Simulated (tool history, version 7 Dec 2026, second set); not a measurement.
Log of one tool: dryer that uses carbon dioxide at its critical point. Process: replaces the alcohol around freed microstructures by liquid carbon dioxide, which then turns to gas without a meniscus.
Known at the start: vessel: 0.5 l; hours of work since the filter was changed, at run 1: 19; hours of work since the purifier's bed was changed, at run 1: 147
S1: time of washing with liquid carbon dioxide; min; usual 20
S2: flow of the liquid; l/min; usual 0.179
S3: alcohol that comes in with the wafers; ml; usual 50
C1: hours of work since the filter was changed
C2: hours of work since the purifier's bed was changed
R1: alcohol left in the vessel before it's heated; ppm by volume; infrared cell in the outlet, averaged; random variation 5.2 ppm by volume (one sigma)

run  hour  S1     S2  S3  C1   C2   R1
  1     0  20  0.179  50  19  147  125
  2   6.5  20  0.179  50  24  151  119
  3  13.8  20  0.179  50  29  156  116
  4  25.1  20  0.179  50  37  165  121
  5    36  20  0.179  50  45  172  126
  6  46.7  20  0.179  33  52  180   91
  7  53.4  20  0.179  33  57  185   91
  8  64.3  19  0.179  50  65  192  184

The next listed run, before its measurement:
  9  73.6  19  0.179  50  72  199   ?

R1: 170 ppm by volume
Without the tool's hidden state the same run would have given R1 115 ppm by volume.
